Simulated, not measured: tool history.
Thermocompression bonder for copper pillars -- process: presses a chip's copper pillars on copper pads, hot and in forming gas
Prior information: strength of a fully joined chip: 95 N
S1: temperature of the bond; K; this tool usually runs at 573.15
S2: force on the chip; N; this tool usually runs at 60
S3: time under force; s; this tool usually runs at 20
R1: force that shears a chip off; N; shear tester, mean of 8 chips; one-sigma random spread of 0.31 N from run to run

run,day,S1,S2,S3,R1
1,0.000,573.15,60,20,63.5
2,1.012,573.15,60,20,63.6
3,1.667,573.15,60,20,62.8
4,2.300,573.15,60,20,62.4
5,2.862,573.15,60,23,64.9
6,3.417,573.15,60,23,65.2
7,4.062,573.15,60,20,62.6
8,4.921,573.15,60,20,65.0
9,5.379,573.15,60,20,64.5
10,6.254,573.15,60,20,64.3
11,6.692,573.15,60,38,74.7
12,7.629,600.15,60,20,73.0
13,8.171,600.15,60,20,73.0
14,8.775,573.15,60,20,63.9
15,9.542,551.15,50,24,52.5
16,10.396,572.15,65,14,58.5
17,10.833,572.15,65,14,58.4
18,11.300,573.15,82,20,70.9
19,12.279,573.15,82,20,70.5
20,13.088,579.15,62,12,55.6
21,13.838,579.15,44,59,76.3
22,14.442,590.15,60,59,85.7
23,14.867,573.15,57,35,73.1
24,15.721,591.15,70,12,66.2
25,16.296,591.15,70,12,66.3
26,16.767,591.15,70,12,66.2
27,17.492,573.15,60,12,54.6

Between the runs listed above, the log contained 2 entries, not reproduced here. Where in the sequence does each belong, and how does what the log doesn't record of the tool's condition differ from the listed run before to the listed run after?
Runs 7 to 8: forming gas filter changed (day 4.629)
  oxide that the forming gas leaves, % of the face: 5.47 -> 0.74
  difference, measured minus the result without the unlogged condition, R1: -5.1 -> -1.9 N
Runs 20 to 21: forming gas filter changed (day 13.838)
  true temperature of the bond over the reading, C: -2.8 -> -2.9; oxide that the forming gas leaves, % of the face: 5.66 -> 0.52
  difference, measured minus the result without the unlogged condition, R1: -5.1 -> -1.7 N
